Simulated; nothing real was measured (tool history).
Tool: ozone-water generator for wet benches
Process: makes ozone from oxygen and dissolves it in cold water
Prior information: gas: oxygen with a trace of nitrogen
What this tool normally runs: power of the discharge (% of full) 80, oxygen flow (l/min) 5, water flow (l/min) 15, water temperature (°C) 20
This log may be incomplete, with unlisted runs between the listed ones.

run	hour	power of the discharge (% of full)	oxygen flow (l/min)	water flow (l/min)	water temperature (°C)	dissolved ozone (ppm)	ozone in the gas ahead of the water (g/m3)
1	0	80	5	15	20	24.2	183.3
2	31	80	5	15	20	24.4	181.9
3	48.9	80	5	15	20	24.3	182.2
4	71.2	80	5	15	20	24.2	181.7
5	105.6	80	5	15	20	24.4	182.8
6	133.8	80	5	15	20	24.6	182.1
7	165.8	80	5	15	20	24.5	181.2
8	187.4	80	5	15	20	24.1	182.3
9	210.7	73	5	15	20	23.2	173.7
10	235.7	73	5	12	20	26.5	173
11	269.6	80	5	10	20	30.9	183.7
12	287.2	80	5	15	20	24	182.1
13	305.7	80	5	15	20	24.4	181.7
14	334.4	80	5	15	20	24.3	182.8
15	357.7	80	5	15	20	24.1	183.4
16	390.3	80	5	15	20	24.3	183.5
17	423.4	80	5	15	20	24.1	183.7
18	447.3	55	4.39	18	19	17.9	159.7
19	471.7	55	4.39	18	19	17.8	161.1
20	500.8	55	4.39	18	19	17.9	159.4
21	525.8	52	8.71	15	15	19.1	103.7
22	547.5	52	8.71	18	15	17	103.7
23	565	80	4.01	15	13	27.4	206.9
24	597.2	79	2.73	15	23	23.6	260.3
25	619.6	99	4.52	12	20	32	217.1
26	645.8	53	4.52	11	20	23.9	154.1

The next listed run, before its measurement:
27	678.7	53	4.52	11	20	?	?

Logged for run 27: dissolved ozone (ppm) 23, ozone in the gas ahead of the water (g/m3) 153.6.
Take away the tool's hidden state, keep the run-to-run variation as it was, and the same run would have given dissolved ozone (ppm) 23.5, ozone in the gas ahead of the water (g/m3) 155.6.

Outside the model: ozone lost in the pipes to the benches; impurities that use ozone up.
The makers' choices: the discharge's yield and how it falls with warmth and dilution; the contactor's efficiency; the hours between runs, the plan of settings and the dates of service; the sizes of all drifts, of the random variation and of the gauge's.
